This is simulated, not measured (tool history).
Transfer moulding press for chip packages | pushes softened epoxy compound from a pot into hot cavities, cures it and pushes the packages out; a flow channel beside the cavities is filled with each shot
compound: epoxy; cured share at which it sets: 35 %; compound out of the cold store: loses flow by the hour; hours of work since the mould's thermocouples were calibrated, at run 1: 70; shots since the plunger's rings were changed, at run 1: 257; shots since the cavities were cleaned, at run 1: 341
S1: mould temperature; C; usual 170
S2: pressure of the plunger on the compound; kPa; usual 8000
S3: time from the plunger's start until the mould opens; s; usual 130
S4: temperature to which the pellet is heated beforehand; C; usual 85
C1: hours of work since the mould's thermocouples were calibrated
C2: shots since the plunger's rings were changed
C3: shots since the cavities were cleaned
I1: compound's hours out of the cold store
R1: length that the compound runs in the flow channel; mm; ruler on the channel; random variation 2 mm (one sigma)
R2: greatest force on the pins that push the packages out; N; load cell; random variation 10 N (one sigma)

run 1 hour=0 | S1=170 S2=8000 S3=130 S4=85 | C1=70 C2=257 C3=341 | I1=45 | R1=693 R2=542
run 2 hour=8 | S1=170 S2=8000 S3=130 S4=89 | C1=73 C2=303 C3=387 | I1=46.4 | R1=690 R2=545
run 3 hour=18.8 | S1=170 S2=8000 S3=130 S4=89 | C1=78 C2=365 C3=449 | I1=44.6 | R1=695 R2=565
run 4 hour=28.9 | S1=176 S2=8000 S3=130 S4=89 | C1=82 C2=422 C3=506 | I1=21.7 | R1=726 R2=516
run 5 hour=36.9 | S1=170 S2=8000 S3=130 S4=85 | C1=85 C2=468 C3=552 | I1=41.6 | R1=699 R2=576
run 6 hour=44.7 | S1=170 S2=8000 S3=130 S4=85 | C1=89 C2=513 C3=597 | I1=37.1 | R1=712 R2=608
run 7 hour=55.8 | S1=170 S2=8000 S3=130 S4=85 | C1=93 C2=577 C3=661 | I1=36 | R1=715 R2=606
-- hour=65.4 cavities cleaned with cleaning compound and waxed
run 8 hour=66.6 | S1=170 S2=8000 S3=130 S4=85 | C1=97 C2=630 C3=7 | I1=41.5 | R1=697 R2=473
run 9 hour=72.6 | S1=170 S2=8000 S3=130 S4=85 | C1=100 C2=665 C3=42 | I1=35 | R1=717 R2=481
run 10 hour=84.9 | S1=170 S2=8000 S3=130 S4=85 | C1=105 C2=735 C3=112 | I1=11.9 | R1=779 R2=497
run 11 hour=95.2 | S1=170 S2=8000 S3=130 S4=85 | C1=109 C2=795 C3=172 | I1=46.5 | R1=686 R2=515
run 12 hour=108.2 | S1=170 S2=8000 S3=130 S4=85 | C1=115 C2=869 C3=246 | I1=44.4 | R1=692 R2=524
run 13 hour=117.3 | S1=170 S2=8000 S3=130 S4=85 | C1=118 C2=921 C3=298 | I1=15.1 | R1=769 R2=534
run 14 hour=129.4 | S1=170 S2=8000 S3=130 S4=85 | C1=124 C2=990 C3=367 | I1=11.2 | R1=781 R2=576
run 15 hour=140.2 | S1=176 S2=6860 S3=153 S4=78 | C1=128 C2=1052 C3=429 | I1=37.4 | R1=631 R2=463
run 16 hour=153 | S1=176 S2=6860 S3=153 S4=78 | C1=133 C2=1126 C3=503 | I1=43.3 | R1=618 R2=491
run 17 hour=164.2 | S1=176 S2=6860 S3=153 S4=78 | C1=138 C2=1190 C3=567 | I1=39.2 | R1=631 R2=509
run 18 hour=172.8 | S1=170 S2=8000 S3=166 S4=91 | C1=142 C2=1240 C3=617 | I1=16.9 | R1=758 R2=521
run 19 hour=180.1 | S1=170 S2=6090 S3=130 S4=92 | C1=145 C2=1281 C3=658 | I1=14.1 | R1=669 R2=602
-- hour=190.4 cavities cleaned with cleaning compound and waxed
run 20 hour=193.7 | S1=170 S2=6580 S3=130 S4=92 | C1=150 C2=1351 C3=19 | I1=35.8 | R1=643 R2=488
run 21 hour=201.9 | S1=163 S2=6350 S3=116 S4=85 | C1=153 C2=1398 C3=66 | I1=35.9 | R1=658 R2=964
run 22 hour=207.5 | S1=170 S2=8000 S3=130 S4=79 | C1=156 C2=1430 C3=98 | I1=22.2 | R1=748 R2=510
run 23 hour=215.7 | S1=170 S2=8000 S3=130 S4=79 | C1=159 C2=1477 C3=145 | I1=12.4 | R1=775 R2=537
run 24 hour=225.9 | S1=167 S2=8000 S3=130 S4=91 | C1=163 C2=1536 C3=204 | I1=9.8 | R1=792 R2=621
run 25 hour=237.3 | S1=167 S2=8000 S3=130 S4=91 | C1=168 C2=1601 C3=269 | I1=18.3 | R1=769 R2=629
run 26 hour=250.3 | S1=170 S2=8530 S3=156 S4=90 | C1=174 C2=1676 C3=344 | I1=31 | R1=743 R2=490
run 27 hour=263.6 | S1=171 S2=6040 S3=130 S4=93 | C1=179 C2=1752 C3=420 | I1=12 | R1=666 R2=543
run 28 hour=271.5 | S1=171 S2=6040 S3=130 S4=93 | C1=183 C2=1797 C3=465 | I1=26.6 | R1=629 R2=556

5 ways to go on from here, each from the tool as it stands after run 28. What would each give?
run A hour=284.2 | S1=171 S2=7650 S3=130 S4=88 | C1=188 C2=1870 C3=538 | I1=45.4 | R1=? R2=?
run B hour=284.2 | S1=171 S2=7190 S3=126 S4=81 | C1=188 C2=1870 C3=538 | I1=46 | R1=? R2=?
run C hour=284.2 | S1=170 S2=8000 S3=130 S4=88 | C1=188 C2=1870 C3=538 | I1=39.4 | R1=? R2=?
run D hour=284.2 | S1=170 S2=8000 S3=118 S4=81 | C1=188 C2=1870 C3=538 | I1=14.3 | R1=? R2=?
run E hour=284.2 | S1=171 S2=10000 S3=114 S4=93 | C1=188 C2=1870 C3=538 | I1=32.3 | R1=? R2=?

run=A R1=663 R2=538
run=B R1=640 R2=575
run=C R1=699 R2=571
run=D R1=765 R2=694
run=E R1=792 R2=672
Without the tool's hidden state the same runs would have given:
run=A R1=677 R2=430
run=B R1=654 R2=462
run=C R1=714 R2=458
run=D R1=782 R2=563
run=E R1=809 R2=543

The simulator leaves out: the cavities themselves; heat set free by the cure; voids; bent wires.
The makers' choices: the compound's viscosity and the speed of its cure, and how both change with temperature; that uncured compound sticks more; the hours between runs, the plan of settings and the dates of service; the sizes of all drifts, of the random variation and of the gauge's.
